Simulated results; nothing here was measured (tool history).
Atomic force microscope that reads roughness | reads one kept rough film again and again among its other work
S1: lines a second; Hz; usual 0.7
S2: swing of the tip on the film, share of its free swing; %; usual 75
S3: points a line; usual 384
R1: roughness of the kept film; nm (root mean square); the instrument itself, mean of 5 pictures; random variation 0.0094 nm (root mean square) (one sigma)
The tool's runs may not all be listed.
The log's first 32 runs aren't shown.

run    hour     S1  S2   S3     R1
        982  -- height scale calibrated on a step standard
      997.2  -- new tip fitted
 33    1012  1.976  59  402  1.899
 34  1052.9  1.082  61  384  1.547
     1057.2  -- new tip fitted
     1070.3  -- height scale calibrated on a step standard, once more
 35  1077.8  0.738  83  665  1.855
 36  1111.6  1.108  63  382  1.564
     1119.6  -- new tip fitted
 37  1146.4  1.108  63  382  1.807
 38  1178.2  1.985  66  277  1.474
       1182  -- new tip fitted
 39    1203  1.985  63  277  1.787
 40  1224.8  1.985  63  277  1.594
     1241.8  -- new tip fitted
 41  1268.1  1.985  63  277  1.749
 42  1288.5  0.744  74  742   1.65
     1304.4  -- new tip fitted
 43  1322.6  0.744  74  742  1.929
 44    1354  1.917  64  534   1.62
     1364.9  -- new tip fitted
 45  1393.9  0.532  58  437  1.838
 46  1423.6  0.532  64  437  1.584
     1427.2  -- new tip fitted
 47  1466.1  0.532  64  525  1.769
     1488.1  -- new tip fitted
 48  1498.2  0.532  64  525  2.067
 49  1516.6  1.616  73  557  1.738
       1549  -- new tip fitted
 50  1558.9  0.715  60  271   1.98
 51  1601.3  1.292  75  384  1.509

4 ways to go on from here, each from the tool as it stands after run 51. What would each give?
     1611.6  -- new tip fitted
  A  1635.4  0.608  57  494   ?
     1611.6  -- new tip fitted
  B  1635.4    0.7  71  384   ?
     1611.6  -- new tip fitted
  C  1635.4  0.992  64  526   ?
     1611.6  -- new tip fitted
  D  1635.4  0.831  86  269   ?

run     R1
  A  1.907
  B  1.849
  C  1.839
  D  1.704
Without the tool's hidden state the same runs would have given:
run     R1
  A  2.223
  B  2.157
  C  2.146
  D  1.987

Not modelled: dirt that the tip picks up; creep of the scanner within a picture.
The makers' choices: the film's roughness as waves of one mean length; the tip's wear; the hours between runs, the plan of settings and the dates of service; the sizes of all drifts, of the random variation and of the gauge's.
